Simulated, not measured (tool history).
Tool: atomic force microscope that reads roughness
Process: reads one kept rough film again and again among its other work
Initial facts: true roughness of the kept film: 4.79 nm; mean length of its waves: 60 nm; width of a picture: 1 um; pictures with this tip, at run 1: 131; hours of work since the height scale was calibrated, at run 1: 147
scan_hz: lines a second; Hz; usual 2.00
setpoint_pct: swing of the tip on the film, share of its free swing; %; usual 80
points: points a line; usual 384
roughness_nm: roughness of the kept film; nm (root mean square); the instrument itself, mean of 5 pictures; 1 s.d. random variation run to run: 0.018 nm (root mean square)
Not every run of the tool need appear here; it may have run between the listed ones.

run   hour  scan_hz  setpoint_pct  points  pictures with this tip  hours of work since the height scale was calibrated  roughness_nm
  1    0.0     2.00            80     384                     131                                                  147         4.218
  2   48.5     2.00            80     384                     175                                                  170         4.129
  3   85.2     2.00            80     384                     208                                                  188         4.098
  4  145.6     2.00            80     384                     263                                                  217         4.076
     177.6  -- new tip fitted
  5  181.0     2.00            86     384                       3                                                  234         4.206
  6  240.2     2.00            80     536                      56                                                  263         4.248
  7  273.8     2.00            80     536                      87                                                  279         4.212
  8  340.4     2.00            80     303                     147                                                  311         4.170
  9  368.1     2.00            80     303                     172                                                  325         4.157
 10  429.5     2.00            80     303                     227                                                  355         4.106
 11  494.4     2.00            80     303                     286                                                  386         4.035
     500.1  -- new tip fitted
 12  525.8     1.38            83     958                      23                                                  401         4.357
 13  589.6     1.38            83     958                      80                                                  432         4.273
 14  623.1     0.52            79     272                     111                                                  448         4.425
 15  663.4     0.52            79     272                     147                                                  468         4.393
 16  705.2     0.52            79     272                     185                                                  488         4.343
 17  771.5     2.00            79     441                     245                                                  520         4.094
     824.5  -- new tip fitted
 18  834.8     1.91            82     256                      10                                                  551         4.239
 19  870.3     0.62            82     362                      42                                                  568         4.504
 20  905.7     0.62            82    1006                      74                                                  585         4.435
 21  942.2     1.81            82    1006                     107                                                  603         4.221
 22  989.3     0.90            82     867                     149                                                  626         4.314

What if the next run were any one of these 5? Each begins from the tool's condition after run 22:
  A  1034.6     3.82            82     409                     190                                                  647             ?
  B  1034.6     0.99            65     436                     190                                                  647             ?
  C  1034.6     0.90            65     670                     190                                                  647             ?
  D  1034.6     2.82            62     867                     190                                                  647             ?
  E  1034.6     0.57            82     419                     190                                                  647             ?

run  roughness_nm
  A         3.800
  B         4.421
  C         4.383
  D         4.284
  E         4.367
Without the tool's unlogged condition, the same runs would have read:
run  roughness_nm
  A         3.966
  B         4.614
  C         4.575
  D         4.471
  E         4.557
